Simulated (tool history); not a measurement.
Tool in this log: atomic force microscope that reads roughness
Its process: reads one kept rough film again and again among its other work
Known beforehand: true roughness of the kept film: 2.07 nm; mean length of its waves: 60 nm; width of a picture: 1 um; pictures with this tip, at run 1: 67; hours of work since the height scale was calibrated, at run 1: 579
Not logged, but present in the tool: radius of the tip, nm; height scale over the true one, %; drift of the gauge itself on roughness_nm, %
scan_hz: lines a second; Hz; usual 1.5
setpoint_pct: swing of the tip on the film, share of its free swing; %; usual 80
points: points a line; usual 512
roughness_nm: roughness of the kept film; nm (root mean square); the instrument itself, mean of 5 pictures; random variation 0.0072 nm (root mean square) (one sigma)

run	day	scan_hz	setpoint_pct	points	pictures with this tip	hours of work since the height scale was calibrated	roughness_nm
1	0	1.5	80	512	67	579	1.879
2	0.779	1.5	63	512	109	592	1.94
3	1.308	1.5	63	345	137	601	1.913
4	1.808	1.5	63	345	164	610	1.916
5	2.171	1.5	63	345	184	616	1.927
6	2.854	1.5	63	345	220	628	1.912
7	3.346	1.5	63	345	247	636	1.895
8	3.854	1.5	70	345	274	645	1.871
# day 4.271: new tip fitted
9	4.271	1.5	70	345	0	652	1.951
10	4.788	1.5	80	550	27	661	1.905
11	5.608	1.5	80	512	72	675	1.896
12	6.358	1.5	80	363	112	688	1.883
13	6.9	1.05	80	512	141	697	1.908
14	7.496	1.05	80	512	173	707	1.891
15	8.079	1.5	80	512	205	718	1.854
16	8.6	1.5	80	512	233	726	1.853
17	9	1.5	80	457	254	733	1.84
# day 9.767: new tip fitted
18	9.825	1.5	80	512	4	747	1.886
19	10.321	1.5	80	512	30	756	1.894
20	10.75	1.5	80	630	53	763	1.895
21	11.45	1.5	80	630	91	775	1.878
22	11.871	1.5	80	630	114	782	1.874
23	12.633	1.17	81	593	155	795	1.874
# day 12.721: height scale calibrated on a step standard
24	13.175	1.5	58	743	182	8	1.93
25	13.667	1.5	58	743	208	16	1.92
# day 14.054: height scale calibrated on a step standard, once more
26	14.246	1.5	58	743	237	3	1.936
27	14.871	1.5	58	743	271	14	1.938
# day 15.338: new tip fitted
28	15.533	1.5	72	495	10	25	1.937
29	16.196	1.37	72	424	46	37	1.944
30	16.75	1.37	72	424	76	46	1.95
31	17.238	1.37	67	859	102	54	1.956
32	17.788	1.02	67	307	132	64	1.938
33	18.292	3.88	79	567	159	73	1.743
34	18.875	3.88	79	567	190	83	1.745
35	19.329	1.19	84	556	215	90	1.873
36	20.108	1.19	84	556	257	104	1.844
37	20.508	2.7	80	512	278	111	1.766
# day 20.821: new tip fitted
38	20.967	2.89	71	313	8	118	1.881
39	21.35	2.89	71	1023	29	125	1.886
40	21.704	2.87	61	512	47	131	1.932
41	22.529	0.81	71	572	92	145	1.96
42	23.254	2.24	67	572	131	158	1.902

A few steps of roughness_nm between consecutive runs. Split each: what settings, incoming material and random variation would produce without the hidden state, and what is left over for the hidden state, along with gauge scatter present in only one of the two compared results (measured, and without hidden state):
Run 8 -> 9: new tip fitted. roughness_nm +0.08 nm (root mean square): hidden state +0.064, all else +0.016.
Run 27 -> 28: setpoint_pct 58 -> 72, points 743 -> 495, new tip fitted. roughness_nm -0.001 nm (root mean square): hidden state +0.065, all else -0.066.
Run 32 -> 33: scan_hz 1.02 -> 3.88, setpoint_pct 67 -> 79, points 307 -> 567. roughness_nm -0.195 nm (root mean square): hidden state -0.003, all else -0.192.
Run 34 -> 35: scan_hz 3.88 -> 1.19, setpoint_pct 79 -> 84, points 567 -> 556. roughness_nm +0.128 nm (root mean square): hidden state -0.009, all else +0.137.
Run 37 -> 38: scan_hz 2.7 -> 2.89, setpoint_pct 80 -> 71, points 512 -> 313, new tip fitted. roughness_nm +0.115 nm (root mean square): hidden state +0.059, all else +0.056.
